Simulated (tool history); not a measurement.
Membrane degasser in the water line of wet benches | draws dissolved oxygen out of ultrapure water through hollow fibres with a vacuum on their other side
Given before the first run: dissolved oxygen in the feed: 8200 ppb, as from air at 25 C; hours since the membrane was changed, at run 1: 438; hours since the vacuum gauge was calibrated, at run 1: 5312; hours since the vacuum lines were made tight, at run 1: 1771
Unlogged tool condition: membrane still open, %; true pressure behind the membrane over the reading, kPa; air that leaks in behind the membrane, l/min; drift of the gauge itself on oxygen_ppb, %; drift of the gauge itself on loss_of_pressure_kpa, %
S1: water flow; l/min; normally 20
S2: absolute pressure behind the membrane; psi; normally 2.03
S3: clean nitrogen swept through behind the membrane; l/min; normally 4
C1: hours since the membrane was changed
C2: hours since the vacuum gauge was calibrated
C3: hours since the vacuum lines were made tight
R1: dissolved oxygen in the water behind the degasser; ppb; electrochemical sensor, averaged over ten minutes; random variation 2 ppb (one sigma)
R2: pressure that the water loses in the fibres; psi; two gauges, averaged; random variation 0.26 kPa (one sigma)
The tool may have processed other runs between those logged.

run 1 day=0 | S1=20 S2=2.03 S3=4 | C1=438 C2=5312 C3=1771 | R1=196 R2=10.06
run 2 day=2.488 | S1=20 S2=3.89 S3=4 | C1=497 C2=5372 C3=1831 | R1=340.2 R2=10.093
run 3 day=4.9 | S1=20 S2=3.89 S3=4 | C1=555 C2=5430 C3=1889 | R1=343.3 R2=10.116
run 4 day=7.121 | S1=20 S2=2.03 S3=4 | C1=609 C2=5483 C3=1942 | R1=198.3 R2=10.122
run 5 day=8.612 | S1=20 S2=2.03 S3=4 | C1=644 C2=5519 C3=1978 | R1=196 R2=10.048
run 6 day=10.579 | S1=20 S2=2.03 S3=4 | C1=691 C2=5566 C3=2025 | R1=197.8 R2=10.115
run 7 day=12.342 | S1=20 S2=2.03 S3=4 | C1=734 C2=5609 C3=2067 | R1=200.8 R2=10.074
run 8 day=13.558 | S1=20 S2=2.03 S3=4 | C1=763 C2=5638 C3=2097 | R1=194.2 R2=10.129
run 9 day=15.5 | S1=20 S2=2.03 S3=3.98 | C1=810 C2=5684 C3=2143 | R1=195.3 R2=10.125
run 10 day=16.825 | S1=20 S2=2.03 S3=2.41 | C1=841 C2=5716 C3=2175 | R1=277.8 R2=10.151
run 11 day=18.738 | S1=20 S2=2.03 S3=4 | C1=887 C2=5762 C3=2221 | R1=198.9 R2=10.105
run 12 day=19.871 | S1=20 S2=2.03 S3=2.96 | C1=915 C2=5789 C3=2248 | R1=237.7 R2=10.124
run 13 day=22.346 | S1=29 S2=2.03 S3=4 | C1=974 C2=5849 C3=2307 | R1=296.8 R2=14.849
run 14 day=23.55 | S1=20 S2=2.03 S3=4 | C1=1003 C2=5878 C3=2336 | R1=196.2 R2=10.205
run 15 day=25.021 | S1=20 S2=2.03 S3=4 | C1=1038 C2=5913 C3=2372 | R1=196.4 R2=10.195
run 16 day=26.867 | S1=20 S2=2.03 S3=4 | C1=1082 C2=5957 C3=2416 | R1=201.7 R2=10.141
run 17 day=28.767 | S1=15 S2=2.49 S3=1.83 | C1=1128 C2=6003 C3=2462 | R1=310.1 R2=7.63
run 18 day=29.862 | S1=15 S2=2.49 S3=1.83 | C1=1154 C2=6029 C3=2488 | R1=309.3 R2=7.678
run 19 day=31.967 | S1=21 S2=2.51 S3=1.83 | C1=1205 C2=6080 C3=2538 | R1=430.7 R2=10.699
run 20 day=34.029 | S1=25 S2=2.25 S3=5.75 | C1=1254 C2=6129 C3=2588 | R1=221 R2=12.71
-- day=34.946 vacuum gauge calibrated
run 21 day=36.408 | S1=24 S2=4.86 S3=2.4 | C1=1311 C2=35 C3=2645 | R1=737.4 R2=12.256
run 22 day=38.475 | S1=32 S2=4.5 S3=11.25 | C1=1360 C2=85 C3=2694 | R1=316.2 R2=16.323
run 23 day=40.617 | S1=32 S2=1.62 S3=6.16 | C1=1412 C2=136 C3=2745 | R1=231.1 R2=16.275
run 24 day=41.808 | S1=32 S2=1.62 S3=6.16 | C1=1441 C2=165 C3=2774 | R1=229.7 R2=16.376
run 25 day=43.05 | S1=16 S2=1.62 S3=6.42 | C1=1470 C2=194 C3=2804 | R1=100.4 R2=8.215
run 26 day=44.971 | S1=16 S2=1.62 S3=6.42 | C1=1516 C2=241 C3=2850 | R1=98.9 R2=8.186
run 27 day=46.279 | S1=16 S2=1.62 S3=6.42 | C1=1548 C2=272 C3=2881 | R1=98 R2=8.124
run 28 day=47.346 | S1=16 S2=1.62 S3=6.42 | C1=1573 C2=298 C3=2907 | R1=97.1 R2=8.19
run 29 day=48.962 | S1=16 S2=1.62 S3=6.42 | C1=1612 C2=336 C3=2946 | R1=101.1 R2=8.274
run 30 day=50.817 | S1=24 S2=2.03 S3=5.95 | C1=1657 C2=381 C3=2990 | R1=192.2 R2=12.282
run 31 day=53.367 | S1=31 S2=2.81 S3=2.95 | C1=1718 C2=442 C3=3051 | R1=501.9 R2=15.918
run 32 day=54.942 | S1=31 S2=2.81 S3=3.89 | C1=1756 C2=480 C3=3089 | R1=412.9 R2=15.988

Predict each of these 3 candidate next runs independently; none follows another, all start after run 32:
run A day=56.067 | S1=31 S2=1.28 S3=3.93 | C1=1783 C2=507 C3=3116 | R1=? R2=?
run B day=56.067 | S1=20 S2=1.75 S3=1.71 | C1=1783 C2=507 C3=3116 | R1=? R2=?
run C day=56.067 | S1=27 S2=4.1 S3=4 | C1=1783 C2=507 C3=3116 | R1=? R2=?

run=A R1=228.4 R2=15.935
run=B R1=306.8 R2=10.317
run=C R1=475.2 R2=13.751
Stripped of hidden state, with their random variation kept, the same runs would have yielded:
run=A R1=228.3 R2=15.577
run=B R1=306.7 R2=10.084
run=C R1=475.2 R2=13.441
